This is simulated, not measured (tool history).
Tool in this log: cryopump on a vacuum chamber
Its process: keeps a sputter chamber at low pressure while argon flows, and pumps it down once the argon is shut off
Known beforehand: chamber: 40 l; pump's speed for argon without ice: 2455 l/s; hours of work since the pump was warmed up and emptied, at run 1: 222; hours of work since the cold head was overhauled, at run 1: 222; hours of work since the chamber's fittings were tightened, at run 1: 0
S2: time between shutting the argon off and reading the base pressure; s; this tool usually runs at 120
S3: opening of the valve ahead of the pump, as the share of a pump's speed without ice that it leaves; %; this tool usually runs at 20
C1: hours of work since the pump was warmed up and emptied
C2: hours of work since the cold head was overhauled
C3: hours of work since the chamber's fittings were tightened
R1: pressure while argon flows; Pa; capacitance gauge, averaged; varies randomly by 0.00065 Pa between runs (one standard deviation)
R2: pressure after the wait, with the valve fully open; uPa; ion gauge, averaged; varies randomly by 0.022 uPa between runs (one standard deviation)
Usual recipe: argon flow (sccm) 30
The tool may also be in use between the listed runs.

{"run": 1, "hour": 0.0, "argon flow (sccm)": 30, "S2": 120, "S3": 20, "C1": 222, "C2": 222, "C3": 0, "R1": 0.1031, "R2": 0.61}
{"run": 2, "hour": 22.7, "argon flow (sccm)": 30, "S2": 120, "S3": 20, "C1": 236, "C2": 236, "C3": 14, "R1": 0.1043, "R2": 0.61}
{"run": 3, "hour": 49.5, "argon flow (sccm)": 30, "S2": 120, "S3": 20, "C1": 253, "C2": 253, "C3": 31, "R1": 0.1043, "R2": 0.65}
{"run": 4, "hour": 82.6, "argon flow (sccm)": 30, "S2": 120, "S3": 20, "C1": 274, "C2": 274, "C3": 52, "R1": 0.1053, "R2": 0.62}
{"run": 5, "hour": 109.4, "argon flow (sccm)": 30, "S2": 120, "S3": 20, "C1": 291, "C2": 291, "C3": 69, "R1": 0.1053, "R2": 0.62}
{"run": 6, "hour": 134.8, "argon flow (sccm)": 30, "S2": 120, "S3": 20, "C1": 307, "C2": 307, "C3": 85, "R1": 0.1051, "R2": 0.59}
{"run": 7, "hour": 169.1, "argon flow (sccm)": 30, "S2": 120, "S3": 20, "C1": 329, "C2": 329, "C3": 107, "R1": 0.1052, "R2": 0.66}
{"run": 8, "hour": 218.2, "argon flow (sccm)": 30, "S2": 120, "S3": 20, "C1": 360, "C2": 360, "C3": 138, "R1": 0.105, "R2": 0.61}
{"run": 9, "hour": 264.4, "argon flow (sccm)": 30, "S2": 120, "S3": 45, "C1": 389, "C2": 389, "C3": 167, "R1": 0.048, "R2": 0.65}
{"run": 10, "hour": 309.6, "argon flow (sccm)": 30, "S2": 120, "S3": 45, "C1": 418, "C2": 418, "C3": 196, "R1": 0.048, "R2": 0.69}
{"run": 11, "hour": 358.0, "argon flow (sccm)": 30, "S2": 120, "S3": 51, "C1": 448, "C2": 448, "C3": 227, "R1": 0.0428, "R2": 0.67}
{"run": 12, "hour": 389.5, "argon flow (sccm)": 30, "S2": 120, "S3": 51, "C1": 468, "C2": 468, "C3": 246, "R1": 0.0434, "R2": 0.67}
{"run": 13, "hour": 415.1, "argon flow (sccm)": 30, "S2": 120, "S3": 57, "C1": 484, "C2": 484, "C3": 263, "R1": 0.0388, "R2": 0.6}
{"run": 14, "hour": 461.3, "argon flow (sccm)": 30, "S2": 120, "S3": 20, "C1": 514, "C2": 514, "C3": 292, "R1": 0.105, "R2": 0.68}
{"run": 15, "hour": 485.5, "argon flow (sccm)": 30, "S2": 120, "S3": 46, "C1": 529, "C2": 529, "C3": 307, "R1": 0.0478, "R2": 0.7}
{"run": 16, "hour": 527.7, "argon flow (sccm)": 30, "S2": 120, "S3": 46, "C1": 556, "C2": 556, "C3": 334, "R1": 0.0483, "R2": 0.7}
{"run": 17, "hour": 577.6, "argon flow (sccm)": 30, "S2": 120, "S3": 46, "C1": 587, "C2": 587, "C3": 366, "R1": 0.0484, "R2": 0.72}
{"run": 18, "hour": 608.4, "argon flow (sccm)": 30, "S2": 120, "S3": 25, "C1": 607, "C2": 607, "C3": 385, "R1": 0.0875, "R2": 0.7}
{"run": 19, "hour": 633.4, "argon flow (sccm)": 30, "S2": 120, "S3": 25, "C1": 622, "C2": 622, "C3": 401, "R1": 0.0859, "R2": 0.65}
{"run": 20, "hour": 668.4, "argon flow (sccm)": 36, "S2": 120, "S3": 17, "C1": 645, "C2": 645, "C3": 423, "R1": 0.1507, "R2": 0.72}
{"run": 21, "hour": 703.9, "argon flow (sccm)": 36, "S2": 120, "S3": 17, "C1": 667, "C2": 667, "C3": 445, "R1": 0.1502, "R2": 0.71}
{"run": 22, "hour": 734.8, "argon flow (sccm)": 36, "S2": 120, "S3": 17, "C1": 687, "C2": 687, "C3": 465, "R1": 0.1525, "R2": 0.69}
{"run": 23, "hour": 769.9, "argon flow (sccm)": 30, "S2": 120, "S3": 42, "C1": 709, "C2": 709, "C3": 487, "R1": 0.0529, "R2": 0.72}
{"run": 24, "hour": 797.8, "argon flow (sccm)": 23, "S2": 21, "S3": 22, "C1": 727, "C2": 727, "C3": 505, "R1": 0.0759, "R2": 2.9}
{"run": 25, "hour": 839.6, "argon flow (sccm)": 23, "S2": 74, "S3": 30, "C1": 753, "C2": 753, "C3": 531, "R1": 0.0565, "R2": 1}
{"run": 26, "hour": 879.2, "argon flow (sccm)": 23, "S2": 74, "S3": 30, "C1": 778, "C2": 778, "C3": 556, "R1": 0.0569, "R2": 1.05}
{"run": 27, "hour": 921.3, "argon flow (sccm)": 30, "S2": 43, "S3": 20, "C1": 805, "C2": 805, "C3": 583, "R1": 0.1079, "R2": 1.58}
{"run": 28, "hour": 955.1, "argon flow (sccm)": 36, "S2": 43, "S3": 20, "C1": 826, "C2": 826, "C3": 604, "R1": 0.1299, "R2": 1.59}
{"run": 29, "hour": 987.3, "argon flow (sccm)": 20, "S2": 21, "S3": 16, "C1": 846, "C2": 846, "C3": 625, "R1": 0.0897, "R2": 2.98}
{"run": 30, "hour": 1033.7, "argon flow (sccm)": 20, "S2": 21, "S3": 16, "C1": 876, "C2": 876, "C3": 654, "R1": 0.0896, "R2": 3.03}
{"run": 31, "hour": 1058.6, "argon flow (sccm)": 30, "S2": 136, "S3": 16, "C1": 892, "C2": 892, "C3": 670, "R1": 0.1349, "R2": 0.72}
{"run": 32, "hour": 1095.1, "argon flow (sccm)": 30, "S2": 83, "S3": 16, "C1": 915, "C2": 915, "C3": 693, "R1": 0.1355, "R2": 0.99}
{"run": 33, "hour": 1131.5, "argon flow (sccm)": 19, "S2": 21, "S3": 20, "C1": 938, "C2": 938, "C3": 716, "R1": 0.0701, "R2": 3.04}
{"run": 34, "hour": 1171.1, "argon flow (sccm)": 14, "S2": 33, "S3": 18, "C1": 963, "C2": 963, "C3": 741, "R1": 0.0561, "R2": 2.11}

Selected run-to-run steps in R1, each split into two signed amounts: the part the tool would show with no hidden state at all (from settings, incoming material and random variation), and the remainder, which goes to the hidden state together with any gauge scatter not common to the measured and the hidden-state-free results:
Hidden state present: pump's speed, % of a pump's without ice; cold plate's temperature, K; leak into the chamber, uPa l/s; drift of the gauge itself on working_pa, %; drift of the gauge itself on base_upa, %.
Run 13 -> 14: S3 57 -> 20. R1 +0.0662 Pa: hidden state +0.0002, all else +0.066.
Run 22 -> 23: argon flow (sccm) 36 -> 30, S3 17 -> 42. R1 -0.0996 Pa: hidden state -0.0008, all else -0.0988.
Run 28 -> 29: argon flow (sccm) 36 -> 20, S2 43 -> 21, S3 20 -> 16. R1 -0.0402 Pa: hidden state -0.0027, all else -0.0375.
Run 30 -> 31: argon flow (sccm) 20 -> 30, S2 21 -> 136. R1 +0.0453 Pa: hidden state +0.0021, all else +0.0432.
Run 32 -> 33: argon flow (sccm) 30 -> 19, S2 83 -> 21, S3 16 -> 20. R1 -0.0654 Pa: hidden state -0.0022, all else -0.0632.
